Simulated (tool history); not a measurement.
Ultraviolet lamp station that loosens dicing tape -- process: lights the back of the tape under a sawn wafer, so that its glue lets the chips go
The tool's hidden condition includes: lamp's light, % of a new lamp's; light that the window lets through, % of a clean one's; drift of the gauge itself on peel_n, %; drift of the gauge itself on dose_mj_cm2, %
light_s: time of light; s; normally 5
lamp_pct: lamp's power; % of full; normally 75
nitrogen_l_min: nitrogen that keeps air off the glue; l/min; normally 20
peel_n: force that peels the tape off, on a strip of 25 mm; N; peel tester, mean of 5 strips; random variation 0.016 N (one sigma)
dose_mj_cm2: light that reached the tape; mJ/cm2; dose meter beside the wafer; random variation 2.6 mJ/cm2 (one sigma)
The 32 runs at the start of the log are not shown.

run   hour  light_s  lamp_pct  nitrogen_l_min  hours of work of the lamp  hours of work since the window was cleaned  peel_n  dose_mj_cm2
 33  662.6        8        62              18                        389                                         176   0.674          377
 34  676.2        8        62              11                        397                                         184   0.879          374
 35  698.7        5        75              23                        410                                         197   0.918          279
 36  726.3        5        75              23                        426                                         213   0.953          279
 37  738.2        3        89              18                        433                                         220   1.724          198
 38  762.6        6        75              36                        447                                         234   0.571          325
 39  776.0        6        83              36                        455                                         242   0.468          359
 40  792.0        5        71              12                        464                                         251   1.460          256
 41  803.6        5        71              12                        471                                         258   1.539          260
 42  828.3        5        71              12                        485                                         272   1.497          255
 43  849.3        3        60              13                        497                                         284   2.833          126

Forecast run 44:
 44  874.8        3        60              13                        512                                         299       ?            ?

Run 44 measured peel_n 2.811 N, dose_mj_cm2 122 mJ/cm2.
Were there no unlogged condition in the tool, this run, its random variation unchanged, would have produced peel_n 2.304 N, dose_mj_cm2 158 mJ/cm2.

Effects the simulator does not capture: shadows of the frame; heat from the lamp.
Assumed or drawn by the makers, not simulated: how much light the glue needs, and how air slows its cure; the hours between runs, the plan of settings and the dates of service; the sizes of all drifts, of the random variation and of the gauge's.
